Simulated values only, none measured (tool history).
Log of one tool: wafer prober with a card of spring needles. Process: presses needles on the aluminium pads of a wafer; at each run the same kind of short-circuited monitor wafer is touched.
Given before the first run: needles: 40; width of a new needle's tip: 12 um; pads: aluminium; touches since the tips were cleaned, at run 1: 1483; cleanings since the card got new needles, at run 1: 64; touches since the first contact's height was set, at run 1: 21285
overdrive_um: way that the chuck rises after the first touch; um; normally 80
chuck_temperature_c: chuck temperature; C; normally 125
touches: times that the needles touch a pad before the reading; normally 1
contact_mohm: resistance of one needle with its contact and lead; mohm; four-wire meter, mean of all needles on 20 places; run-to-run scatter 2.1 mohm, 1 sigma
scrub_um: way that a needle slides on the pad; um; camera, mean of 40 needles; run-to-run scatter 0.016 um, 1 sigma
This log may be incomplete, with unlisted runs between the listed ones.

run	day	overdrive_um	chuck_temperature_c	touches	touches since the tips were cleaned	cleanings since the card got new needles	touches since the first contact's height was set	contact_mohm	scrub_um
1	0	80	125	1	1483	64	21285	267	19.76
# day 0.446: tips cleaned on abrasive film
2	0.846	80	125	1	6546	65	35125	304	19.76
# day 1.004: tips cleaned on abrasive film
# day 1.508: tips cleaned on abrasive film
# day 2.025: tips cleaned on abrasive film
3	2.038	80	125	1	221	68	54512	245	19.68
# day 2.529: tips cleaned on abrasive film
4	2.942	80	125	1	6819	69	69331	311	19.69
# day 3.025: tips cleaned on abrasive film
# day 3.038: height of the first contact set anew
# day 3.596: tips cleaned on abrasive film
# day 4.083: tips cleaned on abrasive film
5	4.096	80	125	1	230	72	17277	240	19.54
# day 4.583: tips cleaned on abrasive film
# day 5.125: tips cleaned on abrasive film
6	5.358	80	125	1	3802	74	37863	300	19.51
# day 5.65: tips cleaned on abrasive film
7	6.079	80	125	2	7038	75	49688	274	19.5
# day 6.171: tips cleaned on abrasive film
# day 6.688: tips cleaned on abrasive film
8	6.917	66	26	1	3759	77	63317	306	16
# day 7.179: height of the first contact set anew, once more
# day 7.258: tips cleaned on abrasive film
9	7.471	66	26	1	3472	78	4751	301	16.28
# day 7.8: tips cleaned on abrasive film
10	8.25	83	125	1	7422	79	17492	302	20.5
# day 8.317: tips cleaned on abrasive film
# day 8.829: tips cleaned on abrasive film
11	9.079	62	56	2	4125	81	30997	281	15.26
# day 9.383: tips cleaned on abrasive film
# day 9.929: tips cleaned on abrasive film
12	10.021	62	56	2	1475	83	46311	253	15.24
# day 10.467: tips cleaned on abrasive film
# day 10.996: tips cleaned on abrasive film
13	11.117	64	56	2	2018	85	64231	256	15.71

Measured less the same run without the tool's hidden state. The same run-to-run variation is in both; the gauge's scatter may not be:
Hidden conditions of the tool in this case: debris on the tips, nm; way that the needles fall short of the set height, um; tips' diameter, um; drift of the gauge itself on contact_mohm, %; drift of the gauge itself on scrub_um, %.
run	contact_mohm	scrub_um
1	+36	-0.03
2	+74	-0.05
3	+11	-0.1
4	+76	-0.1
5	+13	-0.24
6	+67	-0.27
7	+45	-0.29
8	+98	-0.33
9	+93	-0.02
10	+72	-0.04
11	+64	-0.07
12	+36	-0.11
13	+41	-0.14
